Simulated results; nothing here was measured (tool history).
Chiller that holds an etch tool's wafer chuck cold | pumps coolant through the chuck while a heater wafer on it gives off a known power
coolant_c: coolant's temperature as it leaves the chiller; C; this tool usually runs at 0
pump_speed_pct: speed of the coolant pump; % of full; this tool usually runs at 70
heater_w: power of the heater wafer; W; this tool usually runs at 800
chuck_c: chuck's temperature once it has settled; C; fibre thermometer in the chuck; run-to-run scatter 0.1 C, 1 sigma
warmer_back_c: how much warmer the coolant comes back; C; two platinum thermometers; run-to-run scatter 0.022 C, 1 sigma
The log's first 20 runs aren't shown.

Run 21, day 94.096: usual settings but coolant_c -9 C, pump_speed_pct 96 % of full, heater_w 1077 W. Result: chuck_c 1.1 C, warmer_back_c 2.88 C.
Run 22, day 99.312: usual settings but coolant_c -9 C, pump_speed_pct 67 % of full, heater_w 1077 W. Result: chuck_c 4.6 C, warmer_back_c 4.26 C.
Run 23, day 104.000: usual settings but coolant_c -9 C, pump_speed_pct 67 % of full, heater_w 1077 W. Result: chuck_c 4.5 C, warmer_back_c 4.33 C.
Run 24, day 107.912: usual settings but coolant_c -9 C, pump_speed_pct 67 % of full, heater_w 1077 W. Result: chuck_c 4.5 C, warmer_back_c 4.31 C.
Run 25, day 111.400: usual settings but coolant_c -9 C, pump_speed_pct 67 % of full, heater_w 1077 W. Result: chuck_c 4.6 C, warmer_back_c 4.29 C.
Run 26, day 116.108: usual settings but coolant_c 2 C, heater_w 1040 W. Result: chuck_c 14.5 C, warmer_back_c 3.98 C.
Run 27, day 120.821: usual settings but heater_w 579 W. Result: chuck_c 7.1 C, warmer_back_c 2.22 C.
At day 126.846: coolant pump overhauled.
Run 28, day 128.462: usual settings but coolant_c 7 C, heater_w 643 W. Result: chuck_c 14.9 C, warmer_back_c 2.40 C.
Run 29, day 131.829: usual settings but coolant_c 7 C, pump_speed_pct 81 % of full, heater_w 486 W. Result: chuck_c 12.1 C, warmer_back_c 1.57 C.
At day 138.583: chiller's thermometer calibrated.
Run 30, day 138.646: usual settings but coolant_c -8 C, pump_speed_pct 67 % of full, heater_w 486 W. Result: chuck_c -1.9 C, warmer_back_c 1.94 C.
At day 141.362: coolant changed, channels flushed.
Run 31, day 145.958: usual settings but coolant_c -9 C, pump_speed_pct 67 % of full, heater_w 671 W. Result: chuck_c -0.7 C, warmer_back_c 2.66 C.
Run 32, day 152.604: usual settings but coolant_c -8 C, pump_speed_pct 99 % of full, heater_w 671 W. Result: chuck_c -1.8 C, warmer_back_c 1.76 C.

Consider 3 possible next runs. They are alternatives, not a sequence: every one starts from the tool as it was left by run 32. What does each give?
Run A, day 158.429: usual settings but coolant_c -10 C, pump_speed_pct 99 % of full, heater_w 501 W. Result: chuck_c ?, warmer_back_c ?.
Run B, day 158.429: usual settings but coolant_c 9 C, pump_speed_pct 68 % of full, heater_w 485 W. Result: chuck_c ?, warmer_back_c ?.
Run C, day 158.429: usual settings but pump_speed_pct 79 % of full. Result: chuck_c ?, warmer_back_c ?.

run  chuck_c  warmer_back_c
  A     -5.5           1.30
  B     14.9           1.91
  C      8.8           2.66
Without the tool's unlogged condition, the same runs would have read:
run  chuck_c  warmer_back_c
  A     -5.5           1.30
  B     14.9           1.91
  C      8.8           2.66
